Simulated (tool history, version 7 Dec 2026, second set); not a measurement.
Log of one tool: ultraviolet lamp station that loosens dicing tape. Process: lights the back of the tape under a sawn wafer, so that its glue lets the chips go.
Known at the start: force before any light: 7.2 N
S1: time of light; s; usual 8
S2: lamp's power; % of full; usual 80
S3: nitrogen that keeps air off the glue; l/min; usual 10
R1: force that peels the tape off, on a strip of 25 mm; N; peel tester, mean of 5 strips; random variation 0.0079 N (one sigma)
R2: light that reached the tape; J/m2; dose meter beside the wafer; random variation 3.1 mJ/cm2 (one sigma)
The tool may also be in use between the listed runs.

run 1 hour=0.0 | S1=8 S2=80 S3=10 | R1=0.577 R2=3470
run 2 hour=37.4 | S1=8 S2=80 S3=10 | R1=0.623 R2=3410
run 3 hour=67.9 | S1=8 S2=80 S3=10 | R1=0.622 R2=3360
run 4 hour=118.8 | S1=8 S2=80 S3=10 | R1=0.645 R2=3340
run 5 hour=177.8 | S1=8 S2=80 S3=10 | R1=0.679 R2=3330
run 6 hour=210.4 | S1=8 S2=80 S3=10 | R1=0.684 R2=3200
-- hour=255.7 window cleaned of glue's vapour
run 7 hour=270.9 | S1=8 S2=80 S3=10 | R1=0.858 R2=2960
run 8 hour=333.6 | S1=8 S2=80 S3=6 | R1=1.261 R2=2850
run 9 hour=389.5 | S1=6 S2=80 S3=10 | R1=1.501 R2=2120
run 10 hour=418.4 | S1=6 S2=80 S3=10 | R1=1.525 R2=2100
run 11 hour=456.2 | S1=8 S2=92 S3=10 | R1=0.739 R2=3150
run 12 hour=494.8 | S1=8 S2=92 S3=10 | R1=0.804 R2=3110
-- hour=512.4 window cleaned of glue's vapour, once more
run 13 hour=551.3 | S1=8 S2=92 S3=5 | R1=0.888 R2=3750
run 14 hour=580.4 | S1=8 S2=92 S3=5 | R1=0.956 R2=3620
run 15 hour=619.6 | S1=8 S2=92 S3=5 | R1=0.962 R2=3600
run 16 hour=676.0 | S1=8 S2=92 S3=5 | R1=1.015 R2=3540
run 17 hour=719.2 | S1=8 S2=92 S3=5 | R1=1.055 R2=3460
run 18 hour=766.6 | S1=8 S2=92 S3=5 | R1=1.069 R2=3390
run 19 hour=823.6 | S1=8 S2=80 S3=13 | R1=0.745 R2=2920
run 20 hour=863.9 | S1=8 S2=80 S3=10 | R1=0.933 R2=2850
run 21 hour=892.5 | S1=8 S2=80 S3=10 | R1=0.918 R2=2790
run 22 hour=951.9 | S1=8 S2=80 S3=10 | R1=0.986 R2=2740
run 23 hour=1001.0 | S1=8 S2=80 S3=10 | R1=1.036 R2=2730
run 24 hour=1063.4 | S1=8 S2=61 S3=7 | R1=1.969 R2=1970
run 25 hour=1117.0 | S1=5 S2=85 S3=15 | R1=1.668 R2=1700
run 26 hour=1176.8 | S1=15 S2=97 S3=15 | R1=0.143 R2=5670
-- hour=1203.1 lamp changed
-- hour=1219.7 window cleaned of glue's vapour
run 27 hour=1234.7 | S1=15 S2=97 S3=11 | R1=0.104 R2=10420
run 28 hour=1291.9 | S1=15 S2=97 S3=11 | R1=0.110 R2=10130
run 29 hour=1324.3 | S1=15 S2=68 S3=3 | R1=0.375 R2=7060
run 30 hour=1369.1 | S1=12 S2=87 S3=10 | R1=0.143 R2=7160
run 31 hour=1407.6 | S1=12 S2=87 S3=10 | R1=0.131 R2=7070
run 32 hour=1453.0 | S1=12 S2=87 S3=10 | R1=0.139 R2=6950
run 33 hour=1506.4 | S1=5 S2=71 S3=10 | R1=1.333 R2=2290
run 34 hour=1554.5 | S1=5 S2=94 S3=16 | R1=0.560 R2=3000
run 35 hour=1594.3 | S1=5 S2=94 S3=16 | R1=0.595 R2=3000
run 36 hour=1627.9 | S1=5 S2=94 S3=16 | R1=0.616 R2=2960
run 37 hour=1658.5 | S1=15 S2=80 S3=15 | R1=0.115 R2=7440
run 38 hour=1714.6 | S1=10 S2=71 S3=20 | R1=0.218 R2=4370
run 39 hour=1740.9 | S1=7 S2=80 S3=5 | R1=1.113 R2=3420
run 40 hour=1799.0 | S1=7 S2=65 S3=15 | R1=0.796 R2=2680
run 41 hour=1851.7 | S1=6 S2=65 S3=15 | R1=1.053 R2=2290
run 42 hour=1910.7 | S1=6 S2=80 S3=15 | R1=0.754 R2=2740
-- hour=1923.0 window cleaned of glue's vapour
run 43 hour=1944.3 | S1=5 S2=95 S3=10 | R1=0.858 R2=2930

Forecast each of these 4 alternatives for the next run:
run A hour=1983.0 | S1=7 S2=80 S3=9 | R1=? R2=?
run B hour=1983.0 | S1=6 S2=80 S3=10 | R1=? R2=?
run C hour=1983.0 | S1=14 S2=80 S3=16 | R1=? R2=?
run D hour=1983.0 | S1=15 S2=66 S3=6 | R1=? R2=?

run=A R1=0.681 R2=3450
run=B R1=0.827 R2=2970
run=C R1=0.124 R2=6870
run=D R1=0.258 R2=6120
Without the tool's hidden state the same runs would have given:
run=A R1=0.466 R2=4080
run=B R1=0.581 R2=3500
run=C R1=0.113 R2=8130
run=D R1=0.176 R2=7240
